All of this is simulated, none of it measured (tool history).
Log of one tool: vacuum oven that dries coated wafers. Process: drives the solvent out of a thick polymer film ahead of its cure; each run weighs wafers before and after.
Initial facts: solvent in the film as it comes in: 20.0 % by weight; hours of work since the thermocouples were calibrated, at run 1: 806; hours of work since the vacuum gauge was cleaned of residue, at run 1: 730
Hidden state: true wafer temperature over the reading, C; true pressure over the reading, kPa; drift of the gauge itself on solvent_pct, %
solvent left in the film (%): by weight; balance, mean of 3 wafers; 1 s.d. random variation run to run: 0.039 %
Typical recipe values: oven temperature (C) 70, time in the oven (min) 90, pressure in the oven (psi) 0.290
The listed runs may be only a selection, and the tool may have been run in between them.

| run | hour | oven temperature (C) | time in the oven (min) | pressure in the oven (psi) | hours of work since the thermocouples were calibrated | hours of work since the vacuum gauge was cleaned of residue | solvent left in the film (%) |
|---|---|---|---|---|---|---|---|
| 1 | 0.0 | 70 | 90 | 0.290 | 806 | 730 | 3.44 |
| 2 | 36.3 | 70 | 90 | 0.290 | 822 | 746 | 3.45 |
| 3 | 66.0 | 70 | 90 | 0.290 | 835 | 759 | 3.45 |
| 4 | 83.5 | 70 | 144 | 0.290 | 843 | 767 | 1.94 |
| 5 | 125.1 | 70 | 100 | 0.290 | 862 | 786 | 3.03 |
| 6 | 158.3 | 70 | 90 | 0.422 | 877 | 801 | 3.91 |
| 7 | 182.3 | 70 | 90 | 0.290 | 887 | 811 | 3.43 |
| 8 | 208.7 | 56 | 90 | 0.290 | 899 | 823 | 7.57 |
| 9 | 248.0 | 70 | 97 | 0.290 | 917 | 841 | 3.13 |
| 10 | 271.2 | 70 | 97 | 0.963 | 927 | 851 | 5.48 |
| 11 | 303.0 | 70 | 90 | 0.290 | 941 | 865 | 3.41 |
| 12 | 328.7 | 70 | 90 | 0.310 | 953 | 877 | 3.49 |
| 13 | 357.8 | 70 | 90 | 0.310 | 966 | 890 | 3.50 |
| 14 | 380.2 | 78 | 90 | 0.290 | 976 | 900 | 1.90 |
| 15 | 398.3 | 70 | 90 | 0.290 | 984 | 908 | 3.40 |
| 16 | 423.8 | 70 | 90 | 0.290 | 995 | 919 | 3.43 |
| 17 | 462.8 | 70 | 141 | 0.290 | 1013 | 937 | 1.99 |
| 18 | 485.0 | 70 | 90 | 0.326 | 1023 | 947 | 3.58 |
| 19 | 511.2 | 70 | 90 | 0.290 | 1034 | 958 | 3.41 |
| 20 | 539.3 | 70 | 87 | 0.658 | 1047 | 971 | 4.79 |
| 21 | 562.1 | 80 | 56 | 0.355 | 1057 | 981 | 3.35 |
|  | 565.8 | vacuum gauge cleaned of residue and calibrated |
| 22 | 584.2 | 68 | 79 | 0.614 | 1066 | 8 | 5.60 |
| 23 | 626.5 | 68 | 79 | 0.361 | 1085 | 27 | 4.76 |
| 24 | 656.4 | 60 | 51 | 0.290 | 1099 | 40 | 9.19 |
| 25 | 683.7 | 60 | 154 | 0.187 | 1111 | 53 | 3.24 |
|  | 693.0 | vacuum gauge cleaned of residue and calibrated, once more |
| 26 | 703.2 | 68 | 120 | 0.290 | 1119 | 5 | 2.61 |
| 27 | 731.9 | 64 | 106 | 0.290 | 1132 | 17 | 3.92 |
| 28 | 767.8 | 64 | 106 | 0.290 | 1148 | 33 | 3.96 |
| 29 | 788.3 | 64 | 106 | 0.290 | 1157 | 43 | 3.93 |
| 30 | 820.4 | 70 | 107 | 0.373 | 1171 | 57 | 2.82 |
| 31 | 841.3 | 84 | 70 | 0.716 | 1180 | 66 | 2.43 |
| 32 | 872.6 | 84 | 112 | 0.716 | 1194 | 80 | 1.66 |
| 33 | 911.4 | 82 | 76 | 0.274 | 1212 | 98 | 1.56 |
| 34 | 946.0 | 82 | 76 | 0.274 | 1227 | 113 | 1.61 |
| 35 | 967.4 | 82 | 76 | 0.274 | 1237 | 123 | 1.63 |
| 36 | 993.4 | 82 | 97 | 0.468 | 1248 | 134 | 1.50 |
| 37 | 1031.4 | 83 | 78 | 0.181 | 1265 | 151 | 1.24 |

Consider 4 possible next runs. They are alternatives, not a sequence: every one starts from the tool as it was left by run 37. What does each give?
| A | 1073.0 | 61 | 128 | 0.483 | 1284 | 170 | ? |
| B | 1073.0 | 84 | 161 | 0.247 | 1284 | 170 | ? |
| C | 1073.0 | 70 | 150 | 0.290 | 1284 | 170 | ? |
| D | 1073.0 | 70 | 157 | 0.499 | 1284 | 170 | ? |

| run | solvent left in the film (%) |
|---|---|
| A | 4.79 |
| B | 0.51 |
| C | 1.69 |
| D | 2.30 |
Take away the tool's hidden state, keep each run's random variation, and the runs would have read:
| run | solvent left in the film (%) |
|---|---|
| A | 5.33 |
| B | 0.55 |
| C | 1.91 |
| D | 2.57 |
